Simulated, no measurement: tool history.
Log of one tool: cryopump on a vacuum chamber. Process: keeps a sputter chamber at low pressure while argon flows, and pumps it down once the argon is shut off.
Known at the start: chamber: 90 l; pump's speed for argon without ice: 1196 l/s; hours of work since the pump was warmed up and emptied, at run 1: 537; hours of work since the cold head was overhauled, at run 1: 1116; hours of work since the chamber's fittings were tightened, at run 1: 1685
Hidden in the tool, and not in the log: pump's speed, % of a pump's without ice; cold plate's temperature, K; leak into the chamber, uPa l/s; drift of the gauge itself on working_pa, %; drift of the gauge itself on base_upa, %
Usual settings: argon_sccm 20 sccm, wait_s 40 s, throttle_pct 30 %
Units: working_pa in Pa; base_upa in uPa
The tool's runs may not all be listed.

run   hour  argon_sccm  wait_s  throttle_pct  hours of work since the pump was warmed up and emptied  hours of work since the cold head was overhauled  hours of work since the chamber's fittings were tightened  working_pa  base_upa
  1    0.0          20      40            30                                                     537                                              1116                                                       1685      0.1049      5.63
      33.0  -- pump warmed up, emptied and cooled again
  2   43.3          20      40            30                                                       8                                              1144                                                       1714      0.0950      4.77
  3   73.0          20      40            30                                                      29                                              1166                                                       1735      0.0954      4.83
  4  104.6          20      63            30                                                      52                                              1189                                                       1759      0.0949      4.01
  5  140.8          20      40            57                                                      79                                              1216                                                       1785      0.0519      4.97
  6  169.1          20      40            57                                                     100                                              1237                                                       1806      0.0515      4.96
  7  204.4          15      40            57                                                     126                                              1263                                                       1832      0.0385      5.01
  8  220.9          20      40            17                                                     138                                              1275                                                       1844      0.1676      5.17
  9  241.2          20      40            17                                                     153                                              1290                                                       1859      0.1689      5.00
 10  272.1          20      40            17                                                     175                                              1312                                                       1881      0.1684      5.20
 11  308.0          20      40            17                                                     202                                              1339                                                       1908      0.1692      5.20
 12  330.5          20      40            30                                                     218                                              1355                                                       1924      0.0980      5.36
 13  349.6          20      40            30                                                     232                                              1369                                                       1938      0.0982      5.30
 14  386.6          20      40            30                                                     259                                              1396                                                       1965      0.0983      5.51
 15  409.7          20      40            30                                                     276                                              1413                                                       1982      0.0978      5.43
 16  441.5          10     265            30                                                     300                                              1437                                                       2006      0.0497      3.37
 17  467.0          10     265            18                                                     318                                              1455                                                       2024      0.0799      3.37
 18  504.3          20      40            45                                                     346                                              1483                                                       2052      0.0682      5.62
 19  525.6          31     257            52                                                     361                                              1498                                                       2067      0.0934      3.57
 20  562.4          10      25            19                                                     388                                              1525                                                       2094      0.0781      7.32
 21  594.7          12      70            15                                                     412                                              1549                                                       2118      0.1167      4.69
 22  613.8          39     140            50                                                     426                                              1563                                                       2132      0.1238      4.07
     630.4  -- leaking fittings of the chamber tightened, without venting
 23  634.1          34     140            19                                                     440                                              1576                                                          3      0.2665      1.06
 24  658.5          34     140            19                                                     457                                              1594                                                         21      0.2647      1.13
 25  676.1          15      32            19                                                     470                                              1607                                                         34      0.1180      3.51
 26  696.9          20      40            40                                                     486                                              1623                                                         49      0.0788      2.96
 27  728.6          10     226            34                                                     509                                              1646                                                         72      0.0462      0.92
 28  760.1          10     226            21                                                     532                                              1669                                                         95      0.0739      0.94
 29  777.7          10     226            21                                                     545                                              1682                                                        108      0.0722      0.98

Forecast each of these 4 alternatives for the next run:
     799.9  -- pump warmed up, emptied and cooled again
  A  806.5          20      40            20                                                       5                                              1699                                                        126           ?         ?
     799.9  -- pump warmed up, emptied and cooled again
  B  806.5          18      36            33                                                       5                                              1699                                                        126           ?         ?
     799.9  -- pump warmed up, emptied and cooled again
  C  806.5          20      32            20                                                       5                                              1699                                                        126           ?         ?
     799.9  -- pump warmed up, emptied and cooled again
  D  806.5          10      40            33                                                       5                                              1699                                                        126           ?         ?

run  working_pa  base_upa
  A      0.1426      3.02
  B      0.0775      3.23
  C      0.1423      3.52
  D      0.0432      3.01
Without the tool's hidden state the same runs would have given:
run  working_pa  base_upa
  A      0.1421      2.84
  B      0.0771      3.06
  C      0.1418      3.36
  D      0.0429      2.84
